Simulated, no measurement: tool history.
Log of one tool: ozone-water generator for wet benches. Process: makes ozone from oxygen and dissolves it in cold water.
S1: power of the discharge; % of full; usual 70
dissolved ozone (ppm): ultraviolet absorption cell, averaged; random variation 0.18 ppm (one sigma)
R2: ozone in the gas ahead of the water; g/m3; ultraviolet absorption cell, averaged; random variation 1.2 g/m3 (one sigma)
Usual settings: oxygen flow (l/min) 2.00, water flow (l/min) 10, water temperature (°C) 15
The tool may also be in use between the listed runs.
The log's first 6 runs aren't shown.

{"run": 7, "hour": 269.3, "S1": 70, "oxygen flow (l/min)": 2.0, "water flow (l/min)": 10, "water temperature (°C)": 15, "dissolved ozone (ppm)": 24.0, "R2": 225.1}
{"run": 8, "hour": 301.1, "S1": 70, "oxygen flow (l/min)": 2.0, "water flow (l/min)": 10, "water temperature (°C)": 15, "dissolved ozone (ppm)": 24.0, "R2": 225.0}
{"run": 9, "hour": 343.5, "S1": 70, "oxygen flow (l/min)": 2.0, "water flow (l/min)": 9, "water temperature (°C)": 15, "dissolved ozone (ppm)": 26.2, "R2": 223.3}
{"run": 10, "hour": 396.6, "S1": 77, "oxygen flow (l/min)": 2.0, "water flow (l/min)": 10, "water temperature (°C)": 15, "dissolved ozone (ppm)": 26.0, "R2": 245.0}
{"run": 11, "hour": 428.8, "S1": 70, "oxygen flow (l/min)": 2.0, "water flow (l/min)": 10, "water temperature (°C)": 15, "dissolved ozone (ppm)": 23.7, "R2": 225.7}
{"run": 12, "hour": 483.2, "S1": 70, "oxygen flow (l/min)": 2.0, "water flow (l/min)": 10, "water temperature (°C)": 15, "dissolved ozone (ppm)": 23.7, "R2": 224.6}
{"run": 13, "hour": 526.3, "S1": 70, "oxygen flow (l/min)": 2.0, "water flow (l/min)": 10, "water temperature (°C)": 15, "dissolved ozone (ppm)": 24.0, "R2": 223.4}
{"run": 14, "hour": 579.5, "S1": 70, "oxygen flow (l/min)": 2.0, "water flow (l/min)": 10, "water temperature (°C)": 15, "dissolved ozone (ppm)": 23.6, "R2": 222.7}
{"run": 15, "hour": 620.4, "S1": 70, "oxygen flow (l/min)": 2.0, "water flow (l/min)": 10, "water temperature (°C)": 15, "dissolved ozone (ppm)": 23.8, "R2": 224.6}
{"run": 16, "hour": 671.6, "S1": 70, "oxygen flow (l/min)": 2.0, "water flow (l/min)": 10, "water temperature (°C)": 15, "dissolved ozone (ppm)": 23.9, "R2": 222.2}
{"run": 17, "hour": 696.8, "S1": 64, "oxygen flow (l/min)": 2.8, "water flow (l/min)": 11, "water temperature (°C)": 12, "dissolved ozone (ppm)": 23.3, "R2": 185.1}
{"run": 18, "hour": 727.2, "S1": 70, "oxygen flow (l/min)": 1.38, "water flow (l/min)": 10, "water temperature (°C)": 7, "dissolved ozone (ppm)": 22.3, "R2": 248.6}
{"run": 19, "hour": 778.2, "S1": 93, "oxygen flow (l/min)": 1.38, "water flow (l/min)": 6, "water temperature (°C)": 7, "dissolved ozone (ppm)": 45.3, "R2": 321.7}
{"run": 20, "hour": 815.4, "S1": 93, "oxygen flow (l/min)": 1.38, "water flow (l/min)": 6, "water temperature (°C)": 7, "dissolved ozone (ppm)": 45.8, "R2": 319.0}
{"run": 21, "hour": 848.3, "S1": 70, "oxygen flow (l/min)": 3.1, "water flow (l/min)": 10, "water temperature (°C)": 8, "dissolved ozone (ppm)": 29.1, "R2": 194.0}
{"run": 22, "hour": 877.9, "S1": 70, "oxygen flow (l/min)": 2.0, "water flow (l/min)": 10, "water temperature (°C)": 7, "dissolved ozone (ppm)": 25.9, "R2": 224.4}
{"run": 23, "hour": 925.7, "S1": 87, "oxygen flow (l/min)": 2.0, "water flow (l/min)": 10, "water temperature (°C)": 8, "dissolved ozone (ppm)": 30.8, "R2": 268.0}
{"run": 24, "hour": 964.1, "S1": 87, "oxygen flow (l/min)": 2.0, "water flow (l/min)": 10, "water temperature (°C)": 8, "dissolved ozone (ppm)": 30.7, "R2": 266.0}

Forecast run 25:
{"run": 25, "hour": 998.3, "S1": 65, "oxygen flow (l/min)": 2.0, "water flow (l/min)": 15, "water temperature (°C)": 14, "dissolved ozone (ppm)": "?", "R2": "?"}

Run 25 gave dissolved ozone (ppm) 15.2, R2 206.8 g/m3.
Without the tool's hidden state the same run would have given dissolved ozone (ppm) 16.1, R2 213.0 g/m3.

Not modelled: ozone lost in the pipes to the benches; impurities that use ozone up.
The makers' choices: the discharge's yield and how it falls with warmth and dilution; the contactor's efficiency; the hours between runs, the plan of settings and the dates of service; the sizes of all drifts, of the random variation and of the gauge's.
